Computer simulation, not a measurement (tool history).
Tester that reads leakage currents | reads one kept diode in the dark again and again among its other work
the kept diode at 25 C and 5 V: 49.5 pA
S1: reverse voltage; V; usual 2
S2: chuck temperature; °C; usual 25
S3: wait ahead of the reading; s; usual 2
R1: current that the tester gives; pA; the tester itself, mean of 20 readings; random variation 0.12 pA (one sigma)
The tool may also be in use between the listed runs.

run    hour     S1  S2    S3      R1
  1       0      2  25     2   33.64
  2    16.5      2  25     2   33.54
       28.8  -- chuck's temperature calibrated
  3    34.3      2  25     2   39.41
  4    71.4      2  25     2   38.79
  5   105.9      2  25     2   38.67
  6   128.8      2  42     2   121.4
  7   157.1      2  25  2.17    38.1
  8   190.4      2  56     2  283.04
  9   221.6      2  56     2  282.09
 10   240.4      2  25     2   37.99
 11   274.2     20  25     2   86.58
 12   290.4      2  25     2   37.37
 13   306.2      2  60     2  352.68
      335.1  -- probe card cleaned and baked
 14   335.1      2  25     2   36.15
 15   369.7      2  25     2   35.89
 16   402.5      2  25     2   35.95
 17   419.8      2  25     2    35.7
 18     454      2  25     2   35.36
 19   485.4   1.21  25     2    29.9
 20   518.3   1.21  25     2   30.01
 21   549.8   1.21  25     2   29.82
 22   579.9   2.97  44  1.17  143.46
 23   602.7   5.34  47     2  207.84
 24   639.1    7.8  47  0.31  238.71
 25   670.4   1.01  31  1.51   42.13
 26   704.6   1.01  31  1.51    41.8
 27   729.4   1.01  36  1.32   59.11
 28   755.1  12.29  21  1.32   46.85
 29   778.4   2.63  34  5.31    68.5
 30   801.7      2  30     2   47.37
 31   833.2      2  30     2   47.28
 32   864.5  10.53  33     2    98.4
      872.3  -- chuck's temperature calibrated
 33   903.1  10.53  33  1.98  112.06
 34   930.1  10.53  33  1.98  111.65
 35   960.9   2.82  33  1.23   73.11
 36   976.4      2  28  2.75    46.1
 37    1001    3.3  25  2.75   43.37
 38  1027.3    3.3  54  2.75  290.45
 39  1064.5    3.3  54  2.75  291.53

Some steps in R1 between neighbouring runs. How much of each would the tool show without its hidden state too (settings, what came in, random variation), and how much is left for the hidden state, with any gauge scatter that isn't in both results?
The hidden state here: stray current of the dirty probe card, pA a volt; current scale over the true one, %; true chuck temperature over the reading, C; drift of the gauge itself on leakage_pa, %.
Run 12 -> 13: S2 25 -> 60. R1 +315.31 pA: hidden state -9.75, all else +325.06.
Run 13 -> 14: S2 60 -> 25, probe card cleaned and baked. R1 -316.53 pA: hidden state +8.53, all else -325.06.
Run 24 -> 25: S1 7.8 -> 1.01, S2 47 -> 31, S3 0.31 -> 1.51. R1 -196.58 pA: hidden state +16, all else -212.58.
Run 32 -> 33: S3 2 -> 1.98, chuck's temperature calibrated. R1 +13.66 pA: hidden state +13.79, all else -0.13.
Run 37 -> 38: S2 25 -> 54. R1 +247.08 pA: hidden state -4.77, all else +251.85.
